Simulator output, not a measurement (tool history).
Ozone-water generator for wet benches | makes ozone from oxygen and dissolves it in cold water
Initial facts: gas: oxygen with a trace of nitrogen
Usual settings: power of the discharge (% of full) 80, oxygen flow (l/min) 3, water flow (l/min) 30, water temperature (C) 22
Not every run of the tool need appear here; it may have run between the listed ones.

run	hour	power of the discharge (% of full)	oxygen flow (l/min)	water flow (l/min)	water temperature (C)	dissolved ozone (ppm)	ozone in the gas ahead of the water (g/m3)
1	0	80	3	30	22	14	252.4
2	67.7	80	2.04	30	22	11.9	290.4
3	188.3	80	4.9	30	22	16.4	207.7
4	319.7	80	3	30	20	14.2	252.2
5	380	80	3	30	20	14.4	252.1
6	467.6	80	3	30	20	14.3	251.8
7	554.5	80	3	25	22	16.6	252.8
8	658.9	80	3	30	22	13.9	252.5
9	736.1	80	3	18	22	21.4	252.5
10	829.4	80	3	30	22	14.2	252.9
11	891.7	80	3	30	22	14	251.8
12	981.8	80	3	30	22	14.1	252
13	1088	80	3	30	22	14.1	252.1
14	1176	80	3	30	22	14.1	253.5
15	1252.2	80	3	30	22	14.2	253.2
16	1380.5	88	3	30	22	15.2	274.7
17	1471.8	88	3	30	22	15.1	272.6
18	1527.2	88	3	30	22	15.2	273.9
19	1583.2	80	2.95	19	22	20.1	256.5
20	1675.9	79	2.95	19	22	20.5	252.9
21	1747.8	41	4.3	30	15	9.8	127.7
22	1848.7	54	4.3	37	15	10.2	159.5
23	1945.4	41	4.3	37	15	8.1	127.3
24	2048	41	4.3	37	15	8.2	127.7
25	2148.9	92	2.53	23	19	19	303.4
# hour 2163.4: contactor cleaned
26	2288.2	92	2.53	37	19	12.4	302.1
27	2378.5	80	4.47	30	14	17.1	216.5
28	2492.1	80	5.36	41	14	14.1	201.2
29	2559.5	80	5.36	41	14	14.1	201.5
30	2644.9	80	5.36	44	14	13.1	201.3
31	2757.3	80	4.97	25	22	18.6	208.3
32	2863.6	62	2.4	36	14	9.1	223.2

Here are 5 independent what-if runs from the current tool condition. What would each one return?
A	2918.4	62	2.4	29	14	?	?
B	2918.4	62	2.4	26	14	?	?
C	2918.4	40	3	30	22	?	?
D	2918.4	62	2.4	20	27	?	?
E	2918.4	80	3	21	22	?	?

run	dissolved ozone (ppm)	ozone in the gas ahead of the water (g/m3)
A	11.1	223.8
B	12.7	223
C	7.8	143.6
D	14.3	224
E	18.9	251.7
What these runs would have given with no unlogged condition in the tool:
run	dissolved ozone (ppm)	ozone in the gas ahead of the water (g/m3)
A	11.1	224.1
B	12.8	223.3
C	7.8	143.7
D	14.3	224.3
E	19	252.1

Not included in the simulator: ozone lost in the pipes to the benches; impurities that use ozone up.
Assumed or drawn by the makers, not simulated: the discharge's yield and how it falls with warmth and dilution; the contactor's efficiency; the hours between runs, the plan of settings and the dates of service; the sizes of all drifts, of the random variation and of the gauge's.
